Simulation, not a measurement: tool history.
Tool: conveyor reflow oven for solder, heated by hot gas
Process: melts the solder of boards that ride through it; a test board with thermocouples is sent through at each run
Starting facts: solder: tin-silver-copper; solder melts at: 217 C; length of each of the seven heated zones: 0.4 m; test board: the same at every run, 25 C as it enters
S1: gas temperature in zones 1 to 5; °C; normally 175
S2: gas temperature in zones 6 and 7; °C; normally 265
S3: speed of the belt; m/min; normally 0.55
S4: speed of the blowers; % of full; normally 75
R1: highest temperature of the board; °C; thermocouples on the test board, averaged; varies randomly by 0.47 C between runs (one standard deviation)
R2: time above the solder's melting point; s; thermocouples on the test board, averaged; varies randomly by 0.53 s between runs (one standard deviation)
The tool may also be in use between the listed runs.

{"run": 1, "day": 0.0, "S1": 175, "S2": 265, "S3": 0.55, "S4": 75, "R1": 248.4, "R2": 62.1}
{"run": 2, "day": 1.258, "S1": 175, "S2": 265, "S3": 0.55, "S4": 75, "R1": 247.8, "R2": 61.1}
{"run": 3, "day": 3.596, "S1": 175, "S2": 265, "S3": 0.55, "S4": 75, "R1": 247.2, "R2": 61.7}
{"run": 4, "day": 5.6, "S1": 175, "S2": 278, "S3": 0.55, "S4": 75, "R1": 258.3, "R2": 69.9}
{"run": 5, "day": 6.671, "S1": 175, "S2": 278, "S3": 0.55, "S4": 75, "R1": 257.6, "R2": 69.7}
{"run": 6, "day": 8.675, "S1": 175, "S2": 263, "S3": 0.55, "S4": 75, "R1": 244.9, "R2": 58.8}
{"run": 7, "day": 9.975, "S1": 175, "S2": 263, "S3": 0.55, "S4": 75, "R1": 244.9, "R2": 58.9}
{"day": 10.367, "done": "belt drive overhauled, speed set with a stopwatch"}
{"run": 8, "day": 12.354, "S1": 175, "S2": 263, "S3": 0.55, "S4": 75, "R1": 244, "R2": 56.1}
{"day": 12.746, "done": "flux residue cleaned out of gas plates and filters"}
{"run": 9, "day": 14.912, "S1": 175, "S2": 263, "S3": 0.55, "S4": 75, "R1": 248.3, "R2": 62.7}
{"run": 10, "day": 17.175, "S1": 175, "S2": 263, "S3": 0.55, "S4": 75, "R1": 248.1, "R2": 62.4}
{"run": 11, "day": 19.367, "S1": 175, "S2": 256, "S3": 0.55, "S4": 51, "R1": 235.5, "R2": 46.3}
{"run": 12, "day": 20.883, "S1": 177, "S2": 256, "S3": 0.576, "S4": 51, "R1": 234.9, "R2": 41.6}
{"run": 13, "day": 22.842, "S1": 177, "S2": 256, "S3": 0.576, "S4": 51, "R1": 234.1, "R2": 41.7}
{"run": 14, "day": 23.917, "S1": 184, "S2": 276, "S3": 0.576, "S4": 51, "R1": 251.8, "R2": 62.4}
{"run": 15, "day": 25.954, "S1": 184, "S2": 276, "S3": 0.576, "S4": 51, "R1": 250.5, "R2": 62.2}
{"run": 16, "day": 27.667, "S1": 184, "S2": 276, "S3": 0.576, "S4": 51, "R1": 251.9, "R2": 62.5}
{"run": 17, "day": 28.792, "S1": 184, "S2": 276, "S3": 0.576, "S4": 51, "R1": 252, "R2": 62.7}
{"run": 18, "day": 30.825, "S1": 184, "S2": 276, "S3": 0.576, "S4": 51, "R1": 251.4, "R2": 62.4}
{"run": 19, "day": 33.392, "S1": 182, "S2": 272, "S3": 0.498, "S4": 53, "R1": 253.1, "R2": 74.8}

Consider 5 possible next runs. They are alternatives, not a sequence: every one starts from the tool as it was left by run 19. What does each give?
{"run": "A", "day": 34.5, "S1": 178, "S2": 272, "S3": 0.498, "S4": 53, "R1": "?", "R2": "?"}
{"run": "B", "day": 34.5, "S1": 182, "S2": 272, "S3": 0.576, "S4": 53, "R1": "?", "R2": "?"}
{"run": "C", "day": 34.5, "S1": 182, "S2": 272, "S3": 0.498, "S4": 74, "R1": "?", "R2": "?"}
{"run": "D", "day": 34.5, "S1": 175, "S2": 265, "S3": 0.55, "S4": 60, "R1": "?", "R2": "?"}
{"run": "E", "day": 34.5, "S1": 161, "S2": 265, "S3": 0.55, "S4": 58, "R1": "?", "R2": "?"}

run=A R1=252.8 R2=72.4
run=B R1=247.4 R2=58.1
run=C R1=258.1 R2=80.8
run=D R1=243.9 R2=56.3
run=E R1=240.2 R2=45.5
Had the tool no hidden state, the same runs would have come out as:
run=A R1=254.1 R2=74
run=B R1=249.2 R2=60.4
run=C R1=259.5 R2=81.9
run=D R1=245.7 R2=59
run=E R1=242.4 R2=48.9
